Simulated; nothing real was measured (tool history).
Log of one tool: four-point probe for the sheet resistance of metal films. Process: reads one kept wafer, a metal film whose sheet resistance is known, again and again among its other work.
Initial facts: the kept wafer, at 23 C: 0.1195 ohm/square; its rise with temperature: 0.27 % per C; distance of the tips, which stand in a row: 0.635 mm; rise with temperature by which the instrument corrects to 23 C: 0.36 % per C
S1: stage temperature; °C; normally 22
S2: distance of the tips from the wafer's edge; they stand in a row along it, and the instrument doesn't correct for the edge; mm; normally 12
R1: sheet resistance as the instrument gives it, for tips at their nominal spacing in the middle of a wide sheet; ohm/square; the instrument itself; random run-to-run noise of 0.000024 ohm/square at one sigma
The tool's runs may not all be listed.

run   hour  S1  S2        R1
  1    0.0  22  12  0.119951
  2   10.6  22  12  0.119965
  3   21.0  22  12  0.119922
  4   32.0  22  12  0.119927
  5   45.9  22  12  0.119968
  6   60.3  22   6  0.120478
  7   77.0  22   6  0.120462
  8   92.6  22   6  0.120519
  9  103.9  22   6  0.120492
 10  113.8  22   6  0.120497
 11  123.5  22   6  0.120440
 12  136.1  22   6  0.120471
 13  144.8  22   6  0.120462
 14  157.7  33  12  0.118804
 15  170.0  33  12  0.118782
 16  180.7  33  12  0.118783
 17  188.0  33  12  0.118736
 18  200.6  20  12  0.120154
 19  213.8  20   5  0.120953
 20  228.8  20  15  0.120050
 21  241.2  35  40  0.118430
 22  250.1  21  13  0.119997
 23  266.7  26  32  0.119319
 24  276.2  31  17  0.118865
 25  286.1  22   6  0.120448
 26  296.6  30   4  0.120444
 27  304.1  30   4  0.120455

3 ways to go on from here, each from the tool as it stands after run 27. What would each give?
  A  315.8  22   4   ?
  B  315.8  26   4   ?
  C  315.8  29   4   ?

run        R1
  A  0.121343
  B  0.120907
  C  0.120539
Without the tool's unlogged condition, the same runs would have read:
run        R1
  A  0.121243
  B  0.120806
  C  0.120438

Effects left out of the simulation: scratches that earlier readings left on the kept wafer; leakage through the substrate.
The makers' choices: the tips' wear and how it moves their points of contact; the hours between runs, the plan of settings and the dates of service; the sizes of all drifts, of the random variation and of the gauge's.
